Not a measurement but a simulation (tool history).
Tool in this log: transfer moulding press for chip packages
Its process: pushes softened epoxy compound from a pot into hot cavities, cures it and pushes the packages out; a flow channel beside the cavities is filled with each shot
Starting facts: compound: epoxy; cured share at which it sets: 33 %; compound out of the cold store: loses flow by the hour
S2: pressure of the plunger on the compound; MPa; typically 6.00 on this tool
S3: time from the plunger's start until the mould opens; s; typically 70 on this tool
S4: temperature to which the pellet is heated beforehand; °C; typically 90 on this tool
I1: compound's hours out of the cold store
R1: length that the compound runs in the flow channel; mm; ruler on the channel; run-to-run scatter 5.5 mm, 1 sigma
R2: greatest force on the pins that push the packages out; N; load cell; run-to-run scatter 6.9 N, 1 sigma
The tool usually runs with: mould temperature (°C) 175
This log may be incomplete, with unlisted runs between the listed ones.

run 1 day=0.000 | mould_temperature_(°C)=175 S2=6.00 S3=70 S4=90 | I1=20.0 | R1=544 R2=396
run 2 day=0.388 | mould_temperature_(°C)=175 S2=5.66 S3=70 S4=90 | I1=38.7 | R1=505 R2=427
-- day=0.629 cavities cleaned with cleaning compound and waxed
run 3 day=1.050 | mould_temperature_(°C)=175 S2=5.66 S3=70 S4=90 | I1=20.9 | R1=530 R2=338
run 4 day=1.904 | mould_temperature_(°C)=175 S2=5.66 S3=70 S4=90 | I1=41.2 | R1=495 R2=419
-- day=2.046 cavities cleaned with cleaning compound and waxed
run 5 day=2.850 | mould_temperature_(°C)=175 S2=5.66 S3=70 S4=90 | I1=25.5 | R1=510 R2=392
-- day=3.479 cavities cleaned with cleaning compound and waxed
run 6 day=3.721 | mould_temperature_(°C)=183 S2=5.66 S3=70 S4=90 | I1=19.5 | R1=493 R2=248
run 7 day=4.150 | mould_temperature_(°C)=175 S2=6.00 S3=70 S4=90 | I1=22.6 | R1=522 R2=358
run 8 day=4.575 | mould_temperature_(°C)=175 S2=6.00 S3=70 S4=90 | I1=39.3 | R1=489 R2=401

Expected results for the next run?
-- day=4.942 cavities cleaned with cleaning compound and waxed
run 9 day=5.033 | mould_temperature_(°C)=180 S2=5.91 S3=70 S4=90 | I1=34.4 | R1=? R2=?

R1: 484 mm
R2: 247 N
If the tool had no hidden condition, the same run with the same run-to-run variation would have returned R1 554 mm, R2 230 N.

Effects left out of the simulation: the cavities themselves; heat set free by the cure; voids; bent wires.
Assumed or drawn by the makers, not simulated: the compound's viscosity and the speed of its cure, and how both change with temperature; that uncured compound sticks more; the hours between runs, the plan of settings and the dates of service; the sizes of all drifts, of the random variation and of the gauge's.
